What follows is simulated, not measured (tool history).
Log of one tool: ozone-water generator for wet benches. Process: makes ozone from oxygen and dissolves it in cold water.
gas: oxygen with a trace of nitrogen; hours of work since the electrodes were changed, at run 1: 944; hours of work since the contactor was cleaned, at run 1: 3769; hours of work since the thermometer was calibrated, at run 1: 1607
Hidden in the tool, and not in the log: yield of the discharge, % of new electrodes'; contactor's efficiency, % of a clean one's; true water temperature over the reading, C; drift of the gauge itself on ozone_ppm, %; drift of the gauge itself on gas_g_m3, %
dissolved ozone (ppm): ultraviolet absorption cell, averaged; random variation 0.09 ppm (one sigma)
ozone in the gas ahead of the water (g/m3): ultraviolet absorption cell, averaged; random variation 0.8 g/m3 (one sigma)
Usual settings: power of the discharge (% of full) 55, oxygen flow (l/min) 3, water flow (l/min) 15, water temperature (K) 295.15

run,day,power of the discharge (% of full),oxygen flow (l/min),water flow (l/min),water temperature (K),hours of work since the electrodes were changed,hours of work since the contactor was cleaned,hours of work since the thermometer was calibrated,dissolved ozone (ppm),ozone in the gas ahead of the water (g/m3)
1,0,55,3,15,295.15,944,3769,1607,7.82,120.9
2,1.175,55,3,15,299.15,965,3791,1628,7.54,121.3
3,3.154,55,3,15,299.15,1002,3827,1665,7.49,122.7
4,4.646,55,3,15,290.15,1030,3855,1693,8.61,121.3
# day 4.946: contactor cleaned
5,6.717,55,3,15,290.15,1065,33,1728,8.96,120.6
6,7.788,55,3,15,290.15,1085,53,1748,9.09,121.4
7,9.8,55,3,15,301.15,1123,90,1786,7.83,121.3
8,11.667,55,3,15,295.15,1157,125,1820,8.29,121.1
9,12.571,55,3,15,295.15,1174,142,1837,8.41,121.6
10,14.667,55,3,15,289.15,1213,181,1876,9.05,122.1
11,16.721,55,3,15,289.15,1251,219,1914,9.12,120.1
12,17.85,55,3,15,289.15,1272,240,1935,9.11,119.4
13,19.154,55,4.14,15,289.15,1297,264,1960,9.08,98.8
14,20.854,55,4.14,15,289.15,1328,296,1991,8.96,98
15,22.158,55,4.14,15,289.15,1352,320,2016,9.03,97.7
16,24.108,55,3,19,295.15,1389,356,2052,6.44,120.5
17,26.3,55,3,19,295.15,1430,397,2093,6.42,121.2
18,28.129,57,2.17,19,288.15,1464,431,2127,6.87,149.9
19,29.467,57,2.17,19,288.15,1488,456,2151,6.81,151
20,31.05,57,2.36,19,295.15,1518,485,2181,6.5,141.6
21,33.025,55,3,15,293.15,1555,522,2218,8.65,121.6
22,34.838,55,3,15,293.15,1588,556,2251,8.7,119.5
23,35.733,55,3,15,293.15,1605,573,2268,8.47,119.9
24,37.462,55,3,15,293.15,1637,605,2300,8.34,119.7
25,38.512,55,3,15,293.15,1657,624,2320,8.5,120.6
26,40.321,86,3,19,295.15,1690,658,2353,8.39,159
27,41.558,55,3,12,295.15,1713,681,2376,10.22,120.2
28,43.342,55,1.94,12,288.15,1746,714,2410,11.39,157.1
29,45.383,50,1.94,12,288.15,1784,752,2448,10.63,147.7
30,47.175,50,1.94,12,288.15,1818,785,2481,10.72,148.7
31,48.421,65,1.94,12,288.15,1841,809,2504,12.59,176.4
32,50.054,55,3,22,298.15,1871,839,2534,5.16,120.6

4 ways to go on from here, each from the tool as it stands after run 32. What would each give?
A,51.725,55,5.21,22,298.15,1902,870,2565,?,?
B,51.725,55,4.56,15,298.15,1902,870,2565,?,?
C,51.725,55,3,15,294.15,1902,870,2565,?,?
D,51.725,55,3,22,292.15,1902,870,2565,?,?

run,dissolved ozone (ppm),ozone in the gas ahead of the water (g/m3)
A,5.07,84.4
B,7.43,91.3
C,8.46,119.7
D,5.48,117.5
Without the tool's hidden state the same runs would have given:
run,dissolved ozone (ppm),ozone in the gas ahead of the water (g/m3)
A,5.4,87.5
B,7.91,94.6
C,8.98,124
D,5.83,121.8
